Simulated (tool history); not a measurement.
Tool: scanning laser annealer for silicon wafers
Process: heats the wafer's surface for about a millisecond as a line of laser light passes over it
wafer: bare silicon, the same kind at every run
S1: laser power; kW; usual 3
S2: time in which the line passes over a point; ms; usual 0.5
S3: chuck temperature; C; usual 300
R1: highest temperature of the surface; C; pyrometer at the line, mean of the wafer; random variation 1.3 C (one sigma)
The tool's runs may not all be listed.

run	hour	S1	S2	S3	R1
1	0	3	0.5	300	1105
2	27.3	3	0.5	300	1104
3	62.5	3	0.5	300	1103
4	93.5	3	0.5	298	1101
5	119	3	0.5	298	1099
6	145.4	3	0.5	300	1100
7	175.7	3	0.5	287	1087
8	192	3	0.5	300	1098
9	227.3	3	0.5	300	1099
10	259.7	3	0.48	300	1081
11	278.9	3	0.48	300	1080
12	294.2	3	0.5	300	1097
13	328.2	3	0.5	300	1093
14	350.9	2.735	0.5	300	1025
15	371.1	2.735	0.5	300	1021
16	394.2	2.735	0.5	300	1023
17	428.1	3.058	0.5	300	1109
18	454.2	3	0.5	338	1129
19	485.5	3	0.5	321	1112
# hour 508.5: window over the wafer cleaned
20	515.8	3	0.5	300	1111
21	547.7	3	0.609	300	1202
22	580.7	3	0.609	300	1201
23	597.6	2.864	0.524	291	1080
24	627.7	3	0.593	300	1184
25	660.7	3	0.593	300	1183
26	675.6	2.6	0.563	280	1025
27	707.4	2.585	0.5	296	990
28	732.6	2.725	0.586	339	1134
29	764.6	2.725	0.408	339	993
30	796.3	2.725	0.408	339	990
31	813.2	2.828	0.408	273	948
32	840.3	3.073	0.411	314	1047
33	869.4	3.073	0.411	314	1049
34	888.9	3	0.5	318	1115
35	910.1	3	0.5	286	1082
36	942	2.932	0.612	315	1184
37	977.8	3.04	0.612	261	1158
38	994.3	3	0.5	308	1102
39	1027.6	2.74	0.488	292	1006
40	1042.3	2.74	0.488	292	1005

Forecast each of these 4 alternatives for the next run:
A	1062.5	3.027	0.397	292	?
B	1062.5	3	0.374	268	?
C	1062.5	3	0.5	300	?
D	1062.5	2.74	0.488	274	?

run	R1
A	996
B	943
C	1091
D	985
Without the tool's hidden state the same runs would have given:
run	R1
A	1016
B	962
C	1113
D	1005

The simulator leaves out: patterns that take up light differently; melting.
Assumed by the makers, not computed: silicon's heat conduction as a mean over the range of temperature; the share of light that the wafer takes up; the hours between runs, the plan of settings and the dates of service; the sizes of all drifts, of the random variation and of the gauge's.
